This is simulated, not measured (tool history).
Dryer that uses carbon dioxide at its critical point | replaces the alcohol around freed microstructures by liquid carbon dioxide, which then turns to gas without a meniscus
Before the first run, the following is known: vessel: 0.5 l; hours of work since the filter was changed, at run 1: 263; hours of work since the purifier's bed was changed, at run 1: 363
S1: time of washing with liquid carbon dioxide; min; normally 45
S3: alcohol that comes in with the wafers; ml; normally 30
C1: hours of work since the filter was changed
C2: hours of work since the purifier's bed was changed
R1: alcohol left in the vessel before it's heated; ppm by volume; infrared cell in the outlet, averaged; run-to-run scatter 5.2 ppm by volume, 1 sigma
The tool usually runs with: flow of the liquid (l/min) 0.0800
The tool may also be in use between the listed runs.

{"run": 1, "hour": 0.0, "S1": 45, "flow of the liquid (l/min)": 0.08, "S3": 30, "C1": 263, "C2": 363, "R1": 340}
{"run": 2, "hour": 16.7, "S1": 45, "flow of the liquid (l/min)": 0.08, "S3": 30, "C1": 277, "C2": 377, "R1": 362}
{"run": 3, "hour": 35.5, "S1": 45, "flow of the liquid (l/min)": 0.08, "S3": 34, "C1": 292, "C2": 392, "R1": 411}
{"run": 4, "hour": 44.8, "S1": 45, "flow of the liquid (l/min)": 0.08, "S3": 34, "C1": 299, "C2": 399, "R1": 421}
{"run": 5, "hour": 62.9, "S1": 45, "flow of the liquid (l/min)": 0.1169, "S3": 30, "C1": 314, "C2": 414, "R1": 201}
{"hour": 74.9, "done": "inlet filter changed"}
{"run": 6, "hour": 77.2, "S1": 45, "flow of the liquid (l/min)": 0.08, "S3": 30, "C1": 2, "C2": 424, "R1": 273}
{"run": 7, "hour": 97.1, "S1": 45, "flow of the liquid (l/min)": 0.08, "S3": 30, "C1": 18, "C2": 440, "R1": 296}
{"run": 8, "hour": 118.4, "S1": 45, "flow of the liquid (l/min)": 0.08, "S3": 30, "C1": 35, "C2": 457, "R1": 302}
{"run": 9, "hour": 139.4, "S1": 28, "flow of the liquid (l/min)": 0.0483, "S3": 64, "C1": 52, "C2": 474, "R1": 13004}
{"run": 10, "hour": 161.3, "S1": 28, "flow of the liquid (l/min)": 0.0935, "S3": 64, "C1": 69, "C2": 491, "R1": 1544}
{"run": 11, "hour": 170.9, "S1": 28, "flow of the liquid (l/min)": 0.0935, "S3": 64, "C1": 77, "C2": 499, "R1": 1512}
{"run": 12, "hour": 185.1, "S1": 32, "flow of the liquid (l/min)": 0.0696, "S3": 20, "C1": 88, "C2": 510, "R1": 1147}
{"run": 13, "hour": 195.5, "S1": 43, "flow of the liquid (l/min)": 0.099, "S3": 35, "C1": 96, "C2": 519, "R1": 284}
{"run": 14, "hour": 214.1, "S1": 66, "flow of the liquid (l/min)": 0.0603, "S3": 35, "C1": 111, "C2": 534, "R1": 322}
{"run": 15, "hour": 224.8, "S1": 44, "flow of the liquid (l/min)": 0.08, "S3": 30, "C1": 120, "C2": 542, "R1": 384}

Each run again, without the hidden state but with its own random variation kept:
The tool's hidden condition here consists of: flow that reaches the vessel past the clogged filter, %; alcohol in the recycled carbon dioxide, ppm; drift of the gauge itself on alcohol_ppm, %.
run=1 R1=95
run=2 R1=103
run=3 R1=120
run=4 R1=126
run=5 R1=16
run=6 R1=90
run=7 R1=98
run=8 R1=95
run=9 R1=12106
run=10 R1=1151
run=11 R1=1108
run=12 R1=788
run=13 R1=46
run=14 R1=61
run=15 R1=108
